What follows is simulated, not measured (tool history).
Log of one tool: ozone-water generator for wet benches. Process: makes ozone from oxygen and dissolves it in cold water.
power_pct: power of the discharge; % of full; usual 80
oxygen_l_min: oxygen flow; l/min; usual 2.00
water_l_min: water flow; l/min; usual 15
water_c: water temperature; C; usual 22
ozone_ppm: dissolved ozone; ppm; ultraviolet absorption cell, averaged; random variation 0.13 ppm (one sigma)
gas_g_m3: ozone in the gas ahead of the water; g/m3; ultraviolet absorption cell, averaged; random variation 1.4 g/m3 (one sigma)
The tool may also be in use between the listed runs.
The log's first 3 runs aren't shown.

run,day,power_pct,oxygen_l_min,water_l_min,water_c,hours of work since the electrodes were changed,hours of work since the contactor was cleaned,hours of work since the thermometer was calibrated,ozone_ppm,gas_g_m3
4,4.271,80,2.00,15,22,541,943,1109,12.2,247.9
5,4.967,80,2.00,15,17,556,958,1124,12.9,247.0
6,6.667,80,2.00,15,29,593,995,1161,11.3,247.9
7,8.383,80,2.00,15,29,630,1033,1198,11.0,247.0
8,9.517,80,2.00,15,29,655,1057,1223,11.1,248.9
9,11.183,80,2.00,15,29,691,1094,1260,11.0,246.1
10,12.596,80,2.00,15,29,722,1125,1290,10.9,246.4
11,13.329,80,2.00,15,29,738,1141,1306,11.1,247.6
12,14.654,80,2.00,15,29,767,1170,1335,11.0,244.3
13,15.833,80,2.00,15,29,793,1195,1361,11.2,246.8
14,16.833,80,2.00,15,29,815,1217,1383,11.2,245.6
15,18.100,80,2.00,15,22,842,1245,1411,11.8,242.8
16,19.612,80,2.17,14,22,875,1278,1444,12.9,236.2
# day 19.758: water thermometer calibrated
17,20.962,80,1.51,14,17,904,1307,26,12.0,273.7
18,22.329,80,1.51,14,17,934,1337,56,12.0,270.1
19,23.804,80,1.51,14,17,967,1369,88,11.8,271.4
20,25.488,80,1.99,15,22,1003,1406,125,11.8,241.7
21,27.000,56,1.99,12,18,1036,1439,158,12.3,201.9
22,28.508,45,1.99,12,15,1069,1472,191,11.1,178.0
# day 30.054: water thermometer calibrated, once more
23,30.054,45,1.99,12,15,1103,1505,0,11.0,178.5
24,30.867,45,1.99,12,15,1120,1523,18,11.3,175.9
25,31.688,82,2.05,19,23,1138,1541,36,9.4,244.7
26,33.004,54,2.11,9,26,1167,1569,64,13.7,190.9
27,34.483,54,1.09,19,26,1199,1602,97,5.8,243.8

The next listed run, before its measurement:
28,35.629,80,1.72,14,23,1224,1627,122,?,?

{"run 28": {"ozone_ppm": 11.5, "gas_g_m3": 254.8}}
Without the tool's hidden state the same run would have given ozone_ppm 12.8 ppm, gas_g_m3 266.4 g/m3.

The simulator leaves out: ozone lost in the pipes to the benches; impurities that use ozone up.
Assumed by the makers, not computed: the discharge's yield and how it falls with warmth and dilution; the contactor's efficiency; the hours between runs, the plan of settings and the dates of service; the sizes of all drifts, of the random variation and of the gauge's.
